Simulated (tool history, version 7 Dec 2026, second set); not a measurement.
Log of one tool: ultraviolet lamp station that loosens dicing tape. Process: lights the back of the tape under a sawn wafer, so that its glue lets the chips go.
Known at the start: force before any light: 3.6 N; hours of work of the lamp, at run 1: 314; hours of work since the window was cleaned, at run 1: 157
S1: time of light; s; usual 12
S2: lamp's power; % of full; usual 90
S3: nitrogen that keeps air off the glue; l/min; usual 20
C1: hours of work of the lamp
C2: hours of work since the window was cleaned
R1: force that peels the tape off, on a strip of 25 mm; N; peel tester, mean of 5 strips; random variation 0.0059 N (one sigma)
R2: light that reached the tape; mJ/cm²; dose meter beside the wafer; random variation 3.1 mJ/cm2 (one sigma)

{"run": 1, "day": 0.0, "S1": 12, "S2": 90, "S3": 20, "C1": 314, "C2": 157, "R1": 0.202, "R2": 406}
{"run": 2, "day": 0.638, "S1": 12, "S2": 90, "S3": 20, "C1": 321, "C2": 163, "R1": 0.206, "R2": 411}
{"run": 3, "day": 1.054, "S1": 12, "S2": 90, "S3": 20, "C1": 325, "C2": 168, "R1": 0.219, "R2": 407}
{"run": 4, "day": 1.575, "S1": 12, "S2": 90, "S3": 20, "C1": 330, "C2": 173, "R1": 0.207, "R2": 410}
{"run": 5, "day": 2.15, "S1": 12, "S2": 90, "S3": 20, "C1": 336, "C2": 179, "R1": 0.216, "R2": 408}
{"run": 6, "day": 2.529, "S1": 12, "S2": 71, "S3": 20, "C1": 340, "C2": 183, "R1": 0.323, "R2": 325}
{"run": 7, "day": 2.971, "S1": 12, "S2": 90, "S3": 20, "C1": 345, "C2": 187, "R1": 0.212, "R2": 407}
{"run": 8, "day": 3.671, "S1": 12, "S2": 90, "S3": 20, "C1": 352, "C2": 194, "R1": 0.209, "R2": 407}
{"run": 9, "day": 4.138, "S1": 12, "S2": 90, "S3": 20, "C1": 357, "C2": 199, "R1": 0.21, "R2": 402}
{"run": 10, "day": 4.667, "S1": 12, "S2": 90, "S3": 20, "C1": 362, "C2": 204, "R1": 0.206, "R2": 404}
{"run": 11, "day": 5.188, "S1": 12, "S2": 75, "S3": 11, "C1": 367, "C2": 210, "R1": 0.425, "R2": 333}
{"run": 12, "day": 5.633, "S1": 12, "S2": 75, "S3": 11, "C1": 372, "C2": 214, "R1": 0.451, "R2": 335}
{"run": 13, "day": 6.133, "S1": 14, "S2": 62, "S3": 20, "C1": 377, "C2": 219, "R1": 0.326, "R2": 324}
{"run": 14, "day": 6.867, "S1": 14, "S2": 62, "S3": 20, "C1": 385, "C2": 227, "R1": 0.341, "R2": 326}
{"run": 15, "day": 7.458, "S1": 9, "S2": 62, "S3": 20, "C1": 391, "C2": 233, "R1": 0.703, "R2": 203}
{"run": 16, "day": 7.867, "S1": 12, "S2": 90, "S3": 9, "C1": 395, "C2": 237, "R1": 0.358, "R2": 385}
{"run": 17, "day": 8.325, "S1": 8, "S2": 86, "S3": 20, "C1": 399, "C2": 242, "R1": 0.494, "R2": 251}
{"run": 18, "day": 8.95, "S1": 14, "S2": 86, "S3": 20, "C1": 406, "C2": 248, "R1": 0.18, "R2": 434}
{"run": 19, "day": 9.279, "S1": 7, "S2": 86, "S3": 30, "C1": 409, "C2": 252, "R1": 0.547, "R2": 219}

Forecast each of these 5 alternatives for the next run:
{"run": "A", "day": 9.858, "S1": 11, "S2": 90, "S3": 20, "C1": 415, "C2": 258, "R1": "?", "R2": "?"}
{"run": "B", "day": 9.858, "S1": 11, "S2": 78, "S3": 34, "C1": 415, "C2": 258, "R1": "?", "R2": "?"}
{"run": "C", "day": 9.858, "S1": 7, "S2": 86, "S3": 12, "C1": 415, "C2": 258, "R1": "?", "R2": "?"}
{"run": "D", "day": 9.858, "S1": 6, "S2": 93, "S3": 33, "C1": 415, "C2": 258, "R1": "?", "R2": "?"}
{"run": "E", "day": 9.858, "S1": 22, "S2": 80, "S3": 29, "C1": 415, "C2": 258, "R1": "?", "R2": "?"}

run=A R1=0.262 R2=357
run=B R1=0.256 R2=314
run=C R1=0.842 R2=214
run=D R1=0.582 R2=201
run=E R1=0.107 R2=640
Without the tool's hidden state the same runs would have given:
run=A R1=0.185 R2=432
run=B R1=0.181 R2=380
run=C R1=0.636 R2=259
run=D R1=0.42 R2=243
run=E R1=0.101 R2=773

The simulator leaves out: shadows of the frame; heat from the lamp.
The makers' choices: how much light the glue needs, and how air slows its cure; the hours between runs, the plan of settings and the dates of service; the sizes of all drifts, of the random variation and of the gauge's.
